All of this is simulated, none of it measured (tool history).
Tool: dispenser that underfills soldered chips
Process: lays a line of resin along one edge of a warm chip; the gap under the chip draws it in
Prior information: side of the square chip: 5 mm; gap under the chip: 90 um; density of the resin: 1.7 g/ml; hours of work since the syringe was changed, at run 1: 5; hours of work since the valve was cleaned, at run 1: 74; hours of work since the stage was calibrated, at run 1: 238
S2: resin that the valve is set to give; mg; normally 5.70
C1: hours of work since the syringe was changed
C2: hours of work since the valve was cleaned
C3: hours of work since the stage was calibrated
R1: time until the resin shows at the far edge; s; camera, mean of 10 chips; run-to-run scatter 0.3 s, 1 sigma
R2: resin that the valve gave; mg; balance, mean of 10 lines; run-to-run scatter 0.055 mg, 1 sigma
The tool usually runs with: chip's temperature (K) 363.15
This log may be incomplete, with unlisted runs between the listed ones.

{"run": 1, "day": 0.0, "chip's temperature (K)": 363.15, "S2": 5.7, "C1": 5, "C2": 74, "C3": 238, "R1": 6.8, "R2": 5.33}
{"day": 0.283, "done": "new syringe of resin"}
{"run": 2, "day": 0.317, "chip's temperature (K)": 363.15, "S2": 6.51, "C1": 1, "C2": 79, "C3": 244, "R1": 4.7, "R2": 6.16}
{"run": 3, "day": 0.667, "chip's temperature (K)": 363.15, "S2": 5.85, "C1": 7, "C2": 86, "C3": 250, "R1": 6.5, "R2": 5.53}
{"day": 0.846, "done": "new syringe of resin"}
{"run": 4, "day": 1.1, "chip's temperature (K)": 363.15, "S2": 5.7, "C1": 5, "C2": 93, "C3": 258, "R1": 6.2, "R2": 5.35}
{"run": 5, "day": 1.279, "chip's temperature (K)": 363.15, "S2": 5.7, "C1": 8, "C2": 97, "C3": 261, "R1": 7.0, "R2": 5.41}
{"day": 1.396, "done": "new syringe of resin"}
{"run": 6, "day": 1.575, "chip's temperature (K)": 363.15, "S2": 5.7, "C1": 3, "C2": 102, "C3": 267, "R1": 5.9, "R2": 5.29}
{"run": 7, "day": 1.842, "chip's temperature (K)": 363.15, "S2": 5.7, "C1": 8, "C2": 107, "C3": 272, "R1": 7.8, "R2": 5.29}
{"day": 1.946, "done": "new syringe of resin"}
{"run": 8, "day": 2.2, "chip's temperature (K)": 358.15, "S2": 5.7, "C1": 5, "C2": 113, "C3": 278, "R1": 8.6, "R2": 5.28}
{"run": 9, "day": 2.404, "chip's temperature (K)": 360.15, "S2": 5.7, "C1": 8, "C2": 117, "C3": 282, "R1": 9.4, "R2": 5.3}
{"day": 2.492, "done": "new syringe of resin"}
{"run": 10, "day": 2.817, "chip's temperature (K)": 360.15, "S2": 5.7, "C1": 6, "C2": 124, "C3": 289, "R1": 7.8, "R2": 5.15}
{"day": 2.95, "done": "dispensing valve cleaned and set on the balance"}
{"day": 3.104, "done": "new syringe of resin"}
{"run": 11, "day": 3.275, "chip's temperature (K)": 360.15, "S2": 5.7, "C1": 3, "C2": 6, "C3": 297, "R1": 5.9, "R2": 5.64}
{"run": 12, "day": 3.475, "chip's temperature (K)": 360.15, "S2": 5.7, "C1": 7, "C2": 9, "C3": 300, "R1": 8.3, "R2": 5.56}
{"day": 3.667, "done": "new syringe of resin"}
{"run": 13, "day": 3.908, "chip's temperature (K)": 357.15, "S2": 5.7, "C1": 4, "C2": 17, "C3": 308, "R1": 7.8, "R2": 5.56}
{"day": 4.238, "done": "new syringe of resin"}
{"run": 14, "day": 4.321, "chip's temperature (K)": 357.15, "S2": 5.7, "C1": 2, "C2": 25, "C3": 315, "R1": 7.0, "R2": 5.61}
{"run": 15, "day": 4.654, "chip's temperature (K)": 357.15, "S2": 5.7, "C1": 8, "C2": 31, "C3": 321, "R1": 9.7, "R2": 5.53}
{"day": 4.779, "done": "new syringe of resin"}
{"run": 16, "day": 5.054, "chip's temperature (K)": 357.15, "S2": 5.7, "C1": 5, "C2": 38, "C3": 329, "R1": 8.6, "R2": 5.62}
{"run": 17, "day": 5.25, "chip's temperature (K)": 357.15, "S2": 5.7, "C1": 9, "C2": 41, "C3": 332, "R1": 10.9, "R2": 5.51}
{"day": 5.354, "done": "new syringe of resin"}
{"run": 18, "day": 5.671, "chip's temperature (K)": 357.15, "S2": 5.7, "C1": 6, "C2": 49, "C3": 340, "R1": 9.0, "R2": 5.43}
{"day": 5.925, "done": "new syringe of resin"}
{"run": 19, "day": 6.075, "chip's temperature (K)": 360.15, "S2": 5.7, "C1": 3, "C2": 56, "C3": 347, "R1": 6.8, "R2": 5.48}
{"run": 20, "day": 6.35, "chip's temperature (K)": 360.15, "S2": 5.7, "C1": 8, "C2": 61, "C3": 352, "R1": 9.2, "R2": 5.44}
{"day": 6.471, "done": "new syringe of resin"}
{"run": 21, "day": 6.692, "chip's temperature (K)": 355.15, "S2": 5.84, "C1": 4, "C2": 67, "C3": 358, "R1": 8.6, "R2": 5.48}
{"day": 7.046, "done": "new syringe of resin"}
{"run": 22, "day": 7.104, "chip's temperature (K)": 351.15, "S2": 6.5, "C1": 1, "C2": 75, "C3": 365, "R1": 9.2, "R2": 6.0}
{"run": 23, "day": 7.4, "chip's temperature (K)": 366.15, "S2": 6.0, "C1": 7, "C2": 80, "C3": 371, "R1": 6.5, "R2": 5.63}
{"day": 7.621, "done": "new syringe of resin"}
{"run": 24, "day": 7.662, "chip's temperature (K)": 366.15, "S2": 6.0, "C1": 1, "C2": 85, "C3": 376, "R1": 4.2, "R2": 5.52}
{"run": 25, "day": 7.933, "chip's temperature (K)": 349.15, "S2": 5.7, "C1": 6, "C2": 90, "C3": 380, "R1": 12.5, "R2": 5.35}
{"day": 8.179, "done": "new syringe of resin"}
{"run": 26, "day": 8.35, "chip's temperature (K)": 363.15, "S2": 5.25, "C1": 3, "C2": 97, "C3": 388, "R1": 5.7, "R2": 4.76}
{"day": 8.738, "done": "new syringe of resin"}
{"run": 27, "day": 8.762, "chip's temperature (K)": 366.15, "S2": 5.7, "C1": 0, "C2": 105, "C3": 395, "R1": 4.7, "R2": 5.19}
{"run": 28, "day": 8.954, "chip's temperature (K)": 366.15, "S2": 5.7, "C1": 4, "C2": 108, "C3": 399, "R1": 5.5, "R2": 5.14}
{"run": 29, "day": 9.146, "chip's temperature (K)": 366.15, "S2": 5.7, "C1": 8, "C2": 112, "C3": 402, "R1": 7.6, "R2": 5.22}
{"day": 9.3, "done": "new syringe of resin"}
{"run": 30, "day": 9.392, "chip's temperature (K)": 369.15, "S2": 5.67, "C1": 2, "C2": 116, "C3": 407, "R1": 4.3, "R2": 5.18}
{"run": 31, "day": 9.571, "chip's temperature (K)": 369.15, "S2": 5.67, "C1": 5, "C2": 119, "C3": 410, "R1": 5.2, "R2": 5.12}
{"run": 32, "day": 9.812, "chip's temperature (K)": 375.15, "S2": 6.4, "C1": 9, "C2": 124, "C3": 414, "R1": 4.6, "R2": 5.74}
{"day": 9.85, "done": "new syringe of resin"}
{"day": 9.992, "done": "dispensing valve cleaned and set on the balance"}
{"run": 33, "day": 10.229, "chip's temperature (K)": 364.15, "S2": 5.75, "C1": 6, "C2": 4, "C3": 421, "R1": 7.4, "R2": 5.81}
{"day": 10.438, "done": "new syringe of resin"}
{"run": 34, "day": 10.55, "chip's temperature (K)": 361.15, "S2": 6.36, "C1": 2, "C2": 10, "C3": 427, "R1": 6.1, "R2": 6.2}
{"run": 35, "day": 10.821, "chip's temperature (K)": 363.15, "S2": 6.64, "C1": 7, "C2": 15, "C3": 432, "R1": 7.3, "R2": 6.51}
{"day": 10.996, "done": "new syringe of resin"}
{"run": 36, "day": 11.05, "chip's temperature (K)": 374.15, "S2": 6.4, "C1": 1, "C2": 19, "C3": 436, "R1": 3.7, "R2": 6.34}

Hidden state or all else? Some run-to-run changes of R1, split into what the settings, what came in and random variation would give without the hidden state, and what is left for the hidden state (with any gauge scatter that isn't in both results):
Hidden state present: resin's viscosity, % of fresh resin's; dose that the valve gives, % of what is set; true chip temperature over the reading, C; drift of the gauge itself on fill_s, %; drift of the gauge itself on given_mg, %.
Run 14 -> 15: nothing adjusted, nothing logged. R1 +2.7 s: hidden state +3.0, all else -0.3.
Run 24 -> 25: chip's temperature (K) 366.15 -> 349.15, S2 6.00 -> 5.70. R1 +8.3 s: hidden state +3.9, all else +4.4.
Run 25 -> 26: chip's temperature (K) 349.15 -> 363.15, S2 5.70 -> 5.25, new syringe of resin. R1 -6.8 s: hidden state -3.0, all else -3.8.
Run 35 -> 36: chip's temperature (K) 363.15 -> 374.15, S2 6.64 -> 6.40, new syringe of resin. R1 -3.6 s: hidden state -2.4, all else -1.2.
